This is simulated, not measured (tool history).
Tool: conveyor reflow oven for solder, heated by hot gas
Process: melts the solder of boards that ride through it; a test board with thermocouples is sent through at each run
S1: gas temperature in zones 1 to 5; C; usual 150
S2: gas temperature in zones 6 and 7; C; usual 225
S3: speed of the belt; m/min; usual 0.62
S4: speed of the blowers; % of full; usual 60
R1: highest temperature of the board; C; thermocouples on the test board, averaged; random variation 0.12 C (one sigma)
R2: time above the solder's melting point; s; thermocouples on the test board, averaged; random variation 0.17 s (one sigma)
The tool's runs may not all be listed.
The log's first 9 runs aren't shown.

| run | day | S1 | S2 | S3 | S4 | R1 | R2 |
|---|---|---|---|---|---|---|---|
|  | 12.217 | flux residue cleaned out of gas plates and filters |
| 10 | 13.379 | 157 | 225 | 0.62 | 60 | 209.6 | 51.9 |
| 11 | 15.217 | 150 | 227 | 0.62 | 60 | 209.2 | 48.3 |
| 12 | 16.104 | 150 | 225 | 0.62 | 71 | 210.1 | 49.9 |
| 13 | 17.033 | 150 | 225 | 0.62 | 71 | 210.2 | 49.8 |
| 14 | 18.046 | 150 | 225 | 0.62 | 71 | 210 | 49.7 |
| 15 | 19.975 | 150 | 225 | 0.62 | 71 | 209.6 | 49 |
|  | 21.392 | flux residue cleaned out of gas plates and filters |
| 16 | 21.938 | 150 | 215 | 0.62 | 71 | 202.6 | 43.2 |
| 17 | 22.854 | 150 | 216 | 0.62 | 57 | 200.1 | 38.2 |
| 18 | 23.85 | 150 | 218 | 0.662 | 81 | 205 | 42.8 |
| 19 | 25.171 | 150 | 218 | 0.662 | 81 | 205 | 42.6 |
| 20 | 26.721 | 147 | 226 | 0.74 | 81 | 206.9 | 37.6 |
|  | 26.979 | belt drive overhauled, speed set with a stopwatch |
| 21 | 28.196 | 162 | 226 | 0.724 | 90 | 213 | 49.9 |
| 22 | 30.062 | 152 | 226 | 0.523 | 61 | 213.8 | 65.2 |
|  | 30.733 | flux residue cleaned out of gas plates and filters |
| 23 | 32.321 | 152 | 226 | 0.523 | 61 | 214.9 | 66.4 |
|  | 33.483 | belt drive overhauled, speed set with a stopwatch, once more |
| 24 | 34.433 | 152 | 214 | 0.523 | 72 | 205.7 | 56.6 |
| 25 | 35.779 | 152 | 214 | 0.523 | 72 | 205.5 | 56.7 |
|  | 36.458 | thermocouples of zones 6 and 7 changed |
| 26 | 37.629 | 150 | 225 | 0.662 | 79 | 208 | 44 |
| 27 | 39.583 | 150 | 225 | 0.662 | 79 | 207.6 | 43.5 |
|  | 40.217 | flux residue cleaned out of gas plates and filters |
| 28 | 41.729 | 150 | 225 | 0.662 | 79 | 209.3 | 45.6 |
| 29 | 43.762 | 150 | 239 | 0.62 | 60 | 217.5 | 54.3 |
| 30 | 44.754 | 150 | 214 | 0.62 | 57 | 196.8 | 32.8 |
| 31 | 46.396 | 162 | 238 | 0.737 | 60 | 213 | 46 |

3 ways to go on from here, each from the tool as it stands after run 31. What would each give?
| A | 47.367 | 150 | 223 | 0.62 | 60 | ? | ? |
| B | 47.367 | 150 | 225 | 0.723 | 90 | ? | ? |
| C | 47.367 | 150 | 225 | 0.62 | 56 | ? | ? |

| run | R1 | R2 |
|---|---|---|
| A | 204.3 | 42.4 |
| B | 207.8 | 40.1 |
| C | 204.7 | 42.6 |
Without the tool's hidden state the same runs would have given:
| run | R1 | R2 |
|---|---|---|
| A | 205.1 | 43.4 |
| B | 209 | 41.2 |
| C | 205.5 | 43.5 |
